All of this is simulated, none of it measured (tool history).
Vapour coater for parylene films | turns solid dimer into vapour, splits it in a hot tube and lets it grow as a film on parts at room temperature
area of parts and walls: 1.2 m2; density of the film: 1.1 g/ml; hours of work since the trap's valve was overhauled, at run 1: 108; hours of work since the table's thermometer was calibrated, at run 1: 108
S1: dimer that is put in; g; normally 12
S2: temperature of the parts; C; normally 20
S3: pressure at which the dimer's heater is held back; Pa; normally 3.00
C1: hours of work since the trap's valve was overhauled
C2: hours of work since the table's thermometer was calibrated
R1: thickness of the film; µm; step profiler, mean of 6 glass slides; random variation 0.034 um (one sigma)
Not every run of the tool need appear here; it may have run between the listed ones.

Run 1, hour 0.0: usual settings; C1 108; C2 108. Result: R1 5.97 µm.
Run 2, hour 26.7: usual settings but S1 7 g; C1 120; C2 120. Result: R1 3.48 µm.
Run 3, hour 44.5: usual settings but S1 7 g; C1 127; C2 127. Result: R1 3.47 µm.
Run 4, hour 60.4: usual settings but S1 7 g; C1 134; C2 134. Result: R1 3.48 µm.
Run 5, hour 78.9: usual settings but S1 7 g; C1 142; C2 142. Result: R1 3.47 µm.
Run 6, hour 102.4: usual settings; C1 152; C2 152. Result: R1 5.92 µm.
Run 7, hour 121.8: usual settings; C1 161; C2 161. Result: R1 5.94 µm.
Run 8, hour 140.7: usual settings; C1 169; C2 169. Result: R1 5.89 µm.
Run 9, hour 179.5: usual settings but S3 2.02 Pa; C1 186; C2 186. Result: R1 6.28 µm.
Run 10, hour 206.2: usual settings but S1 6 g; C1 197; C2 197. Result: R1 2.91 µm.
Run 11, hour 225.6: usual settings but S1 6 g; C1 206; C2 206. Result: R1 2.93 µm.
Run 12, hour 246.8: usual settings but S1 6 g, S3 9.78 Pa; C1 215; C2 215. Result: R1 2.41 µm.
Run 13, hour 264.2: usual settings; C1 222; C2 222. Result: R1 5.87 µm.
Run 14, hour 289.4: usual settings; C1 233; C2 233. Result: R1 5.81 µm.
Run 15, hour 312.3: usual settings; C1 243; C2 243. Result: R1 5.82 µm.
Run 16, hour 340.7: usual settings; C1 255; C2 255. Result: R1 5.85 µm.
Run 17, hour 365.2: usual settings; C1 266; C2 266. Result: R1 5.93 µm.
Run 18, hour 397.6: usual settings but S3 11.43 Pa; C1 280; C2 280. Result: R1 4.67 µm.
Run 19, hour 415.5: usual settings but S3 2.65 Pa; C1 288; C2 288. Result: R1 5.85 µm.
Run 20, hour 439.3: usual settings but S2 27 C; C1 298; C2 298. Result: R1 4.76 µm.
Run 21, hour 467.6: usual settings but S2 27 C; C1 310; C2 310. Result: R1 4.74 µm.
At hour 490.9: trap's valve overhauled.
At hour 496.1: gauge calibrated.
Run 22, hour 497.2: usual settings but S2 27 C; C1 3; C2 321. Result: R1 4.88 µm.
Run 23, hour 521.8: usual settings but S2 27 C; C1 13; C2 332. Result: R1 4.88 µm.
Run 24, hour 547.1: usual settings but S3 11.70 Pa; C1 24; C2 343. Result: R1 4.76 µm.
Run 25, hour 575.5: usual settings but S3 11.70 Pa; C1 37; C2 355. Result: R1 4.76 µm.
Run 26, hour 608.1: usual settings but S2 16 C, S3 5.40 Pa; C1 51; C2 369. Result: R1 6.03 µm.
Run 27, hour 638.2: usual settings but S2 16 C, S3 5.40 Pa; C1 64; C2 382. Result: R1 6.03 µm.
Run 28, hour 658.0: usual settings but S1 21 g, S2 32 C, S3 3.58 Pa; C1 72; C2 391. Result: R1 7.08 µm.
Run 29, hour 682.2: usual settings but S1 21 g, S2 32 C, S3 6.94 Pa; C1 83; C2 401. Result: R1 6.29 µm.
Run 30, hour 716.2: usual settings but S2 15 C, S3 8.18 Pa; C1 97; C2 416. Result: R1 5.77 µm.
Run 31, hour 755.1: usual settings but S1 8 g; C1 114; C2 433. Result: R1 3.92 µm.
Run 32, hour 791.6: usual settings but S2 14 C, S3 8.97 Pa; C1 130; C2 448. Result: R1 5.82 µm.
Run 33, hour 808.4: usual settings but S2 14 C, S3 5.39 Pa; C1 137; C2 456. Result: R1 6.27 µm.
Run 34, hour 836.4: usual settings but S2 14 C, S3 5.39 Pa; C1 149; C2 468. Result: R1 6.33 µm.
Run 35, hour 867.9: usual settings but S2 14 C, S3 5.39 Pa; C1 163; C2 481. Result: R1 6.29 µm.
Run 36, hour 888.6: usual settings but S1 6 g, S2 18 C; C1 172; C2 490. Result: R1 3.12 µm.
Run 37, hour 924.2: usual settings but S1 6 g, S2 18 C; C1 187; C2 506. Result: R1 3.08 µm.
Run 38, hour 941.3: usual settings but S1 8 g, S3 10.38 Pa; C1 195; C2 513. Result: R1 3.16 µm.
Run 39, hour 975.9: usual settings but S1 21 g, S2 30 C, S3 6.16 Pa; C1 209; C2 528. Result: R1 6.74 µm.
Run 40, hour 1007.3: usual settings but S1 9 g, S2 21 C, S3 6.16 Pa; C1 223; C2 542. Result: R1 3.76 µm.
Run 41, hour 1040.9: usual settings but S1 21 g, S2 29 C, S3 6.16 Pa; C1 238; C2 556. Result: R1 6.90 µm.
Run 42, hour 1057.4: usual settings but S1 10 g, S2 32 C, S3 2.11 Pa; C1 245; C2 563. Result: R1 3.62 µm.
Run 43, hour 1091.9: usual settings but S1 5 g, S2 32 C, S3 2.98 Pa; C1 260; C2 578. Result: R1 1.70 µm.
Run 44, hour 1125.3: usual settings but S2 14 C, S3 5.42 Pa; C1 274; C2 593. Result: R1 6.18 µm.
Run 45, hour 1146.8: usual settings but S2 14 C, S3 2.51 Pa; C1 283; C2 602. Result: R1 7.03 µm.
Run 46, hour 1185.2: usual settings but S2 26 C, S3 3.41 Pa; C1 300; C2 618. Result: R1 4.68 µm.

What if the next run were any one of these 5? Each begins from the tool's condition after run 46:
At hour 1205.5: gauge calibrated.
Run A, hour 1215.1: usual settings but S1 11 g, S2 19 C, S3 7.36 Pa; C1 313; C2 631. Result: R1 ?.
At hour 1205.5: gauge calibrated.
Run B, hour 1215.1: usual settings but S1 16 g, S2 27 C, S3 2.50 Pa; C1 313; C2 631. Result: R1 ?.
At hour 1205.5: gauge calibrated.
Run C, hour 1215.1: usual settings but S1 16 g, S2 13 C, S3 2.84 Pa; C1 313; C2 631. Result: R1 ?.
At hour 1205.5: gauge calibrated.
Run D, hour 1215.1: usual settings but S1 21 g, S2 23 C, S3 10.71 Pa; C1 313; C2 631. Result: R1 ?.
At hour 1205.5: gauge calibrated.
Run E, hour 1215.1: usual settings but S1 11 g, S2 26 C, S3 3.17 Pa; C1 313; C2 631. Result: R1 ?.

run    R1
  A  4.80
  B  6.69
  C  9.75
  D  7.76
  E  4.55
Stripped of hidden state, with their random variation kept, the same runs would have yielded:
run    R1
  A  4.82
  B  6.71
  C  9.79
  D  7.79
  E  4.56
